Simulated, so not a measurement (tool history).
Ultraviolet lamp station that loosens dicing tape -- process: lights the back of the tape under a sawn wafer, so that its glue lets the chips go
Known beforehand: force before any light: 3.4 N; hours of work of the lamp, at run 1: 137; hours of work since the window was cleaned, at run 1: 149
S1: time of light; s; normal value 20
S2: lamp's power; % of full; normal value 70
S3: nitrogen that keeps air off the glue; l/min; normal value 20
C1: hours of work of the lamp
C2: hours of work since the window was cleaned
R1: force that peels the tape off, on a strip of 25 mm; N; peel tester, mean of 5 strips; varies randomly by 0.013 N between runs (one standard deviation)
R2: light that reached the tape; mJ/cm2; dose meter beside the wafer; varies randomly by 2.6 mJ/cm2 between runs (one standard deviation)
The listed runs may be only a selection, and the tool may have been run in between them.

{"run": 1, "day": 0.0, "S1": 20, "S2": 70, "S3": 20, "C1": 137, "C2": 149, "R1": 0.619, "R2": 331}
{"run": 2, "day": 0.233, "S1": 20, "S2": 71, "S3": 20, "C1": 140, "C2": 152, "R1": 0.599, "R2": 335}
{"run": 3, "day": 0.492, "S1": 20, "S2": 71, "S3": 20, "C1": 143, "C2": 155, "R1": 0.595, "R2": 337}
{"run": 4, "day": 0.8, "S1": 20, "S2": 71, "S3": 20, "C1": 146, "C2": 158, "R1": 0.622, "R2": 334}
{"run": 5, "day": 1.15, "S1": 20, "S2": 70, "S3": 20, "C1": 150, "C2": 162, "R1": 0.634, "R2": 328}
{"run": 6, "day": 1.338, "S1": 20, "S2": 80, "S3": 20, "C1": 152, "C2": 164, "R1": 0.49, "R2": 378}
{"run": 7, "day": 1.588, "S1": 20, "S2": 80, "S3": 20, "C1": 155, "C2": 166, "R1": 0.496, "R2": 382}
{"run": 8, "day": 1.929, "S1": 20, "S2": 70, "S3": 20, "C1": 158, "C2": 170, "R1": 0.607, "R2": 332}
{"run": 9, "day": 2.196, "S1": 20, "S2": 70, "S3": 30, "C1": 161, "C2": 173, "R1": 0.553, "R2": 329}
{"run": 10, "day": 2.592, "S1": 20, "S2": 70, "S3": 20, "C1": 165, "C2": 177, "R1": 0.597, "R2": 329}
{"run": 11, "day": 2.912, "S1": 17, "S2": 70, "S3": 20, "C1": 169, "C2": 181, "R1": 0.761, "R2": 284}
{"run": 12, "day": 3.308, "S1": 17, "S2": 70, "S3": 20, "C1": 173, "C2": 185, "R1": 0.767, "R2": 283}
{"run": 13, "day": 3.579, "S1": 20, "S2": 79, "S3": 20, "C1": 176, "C2": 188, "R1": 0.501, "R2": 377}
{"run": 14, "day": 3.767, "S1": 20, "S2": 97, "S3": 20, "C1": 178, "C2": 190, "R1": 0.372, "R2": 463}
{"run": 15, "day": 4.138, "S1": 20, "S2": 97, "S3": 20, "C1": 182, "C2": 194, "R1": 0.375, "R2": 464}
{"run": 16, "day": 4.35, "S1": 20, "S2": 97, "S3": 20, "C1": 184, "C2": 196, "R1": 0.384, "R2": 460}
{"run": 17, "day": 4.738, "S1": 20, "S2": 97, "S3": 20, "C1": 189, "C2": 200, "R1": 0.383, "R2": 461}
{"run": 18, "day": 4.954, "S1": 20, "S2": 97, "S3": 20, "C1": 191, "C2": 203, "R1": 0.385, "R2": 463}
{"run": 19, "day": 5.25, "S1": 20, "S2": 97, "S3": 20, "C1": 194, "C2": 206, "R1": 0.367, "R2": 455}
{"run": 20, "day": 5.638, "S1": 20, "S2": 97, "S3": 20, "C1": 198, "C2": 210, "R1": 0.364, "R2": 454}
{"run": 21, "day": 5.946, "S1": 20, "S2": 97, "S3": 20, "C1": 202, "C2": 214, "R1": 0.384, "R2": 453}
{"run": 22, "day": 6.25, "S1": 29, "S2": 67, "S3": 20, "C1": 205, "C2": 217, "R1": 0.376, "R2": 462}
{"run": 23, "day": 6.588, "S1": 29, "S2": 67, "S3": 20, "C1": 209, "C2": 220, "R1": 0.369, "R2": 458}
{"run": 24, "day": 6.967, "S1": 32, "S2": 71, "S3": 16, "C1": 213, "C2": 225, "R1": 0.303, "R2": 539}
{"run": 25, "day": 7.317, "S1": 38, "S2": 60, "S3": 33, "C1": 217, "C2": 228, "R1": 0.243, "R2": 537}
{"run": 26, "day": 7.496, "S1": 14, "S2": 78, "S3": 20, "C1": 219, "C2": 230, "R1": 0.863, "R2": 258}
{"run": 27, "day": 7.679, "S1": 14, "S2": 81, "S3": 7, "C1": 221, "C2": 232, "R1": 1.154, "R2": 268}
{"run": 28, "day": 7.858, "S1": 17, "S2": 71, "S3": 14, "C1": 222, "C2": 234, "R1": 0.846, "R2": 283}
{"run": 29, "day": 8.221, "S1": 40, "S2": 78, "S3": 20, "C1": 226, "C2": 238, "R1": 0.205, "R2": 734}
{"run": 30, "day": 8.558, "S1": 40, "S2": 78, "S3": 12, "C1": 230, "C2": 242, "R1": 0.24, "R2": 739}
{"run": 31, "day": 8.904, "S1": 40, "S2": 78, "S3": 12, "C1": 234, "C2": 246, "R1": 0.23, "R2": 740}
{"run": 32, "day": 9.075, "S1": 18, "S2": 75, "S3": 6, "C1": 236, "C2": 247, "R1": 0.975, "R2": 321}
{"run": 33, "day": 9.471, "S1": 18, "S2": 75, "S3": 6, "C1": 240, "C2": 252, "R1": 0.95, "R2": 318}
{"run": 34, "day": 9.796, "S1": 18, "S2": 75, "S3": 6, "C1": 243, "C2": 255, "R1": 0.977, "R2": 319}
{"run": 35, "day": 9.967, "S1": 18, "S2": 60, "S3": 28, "C1": 245, "C2": 257, "R1": 0.796, "R2": 252}
{"run": 36, "day": 10.267, "S1": 20, "S2": 98, "S3": 7, "C1": 249, "C2": 260, "R1": 0.562, "R2": 466}
{"run": 37, "day": 10.658, "S1": 11, "S2": 94, "S3": 20, "C1": 253, "C2": 265, "R1": 0.904, "R2": 247}
{"run": 38, "day": 10.904, "S1": 25, "S2": 70, "S3": 12, "C1": 255, "C2": 267, "R1": 0.525, "R2": 410}
{"run": 39, "day": 11.129, "S1": 10, "S2": 92, "S3": 20, "C1": 258, "C2": 270, "R1": 1.079, "R2": 216}
{"run": 40, "day": 11.533, "S1": 10, "S2": 92, "S3": 20, "C1": 262, "C2": 274, "R1": 1.106, "R2": 218}
{"day": 11.604, "done": "window cleaned of glue's vapour"}
{"run": 41, "day": 11.921, "S1": 10, "S2": 92, "S3": 9, "C1": 266, "C2": 3, "R1": 1.275, "R2": 222}

What if the next run were any one of these 4? Each begins from the tool's condition after run 41:
{"run": "A", "day": 12.275, "S1": 20, "S2": 94, "S3": 36, "C1": 270, "C2": 7, "R1": "?", "R2": "?"}
{"run": "B", "day": 12.275, "S1": 15, "S2": 92, "S3": 9, "C1": 270, "C2": 7, "R1": "?", "R2": "?"}
{"run": "C", "day": 12.275, "S1": 13, "S2": 73, "S3": 7, "C1": 270, "C2": 7, "R1": "?", "R2": "?"}
{"run": "D", "day": 12.275, "S1": 10, "S2": 78, "S3": 9, "C1": 270, "C2": 7, "R1": "?", "R2": "?"}

run=A R1=0.328 R2=445
run=B R1=0.844 R2=325
run=C R1=1.299 R2=222
run=D R1=1.530 R2=185
With no hidden state in the tool, these same runs would have given:
run=A R1=0.328 R2=445
run=B R1=0.843 R2=325
run=C R1=1.298 R2=223
run=D R1=1.528 R2=185
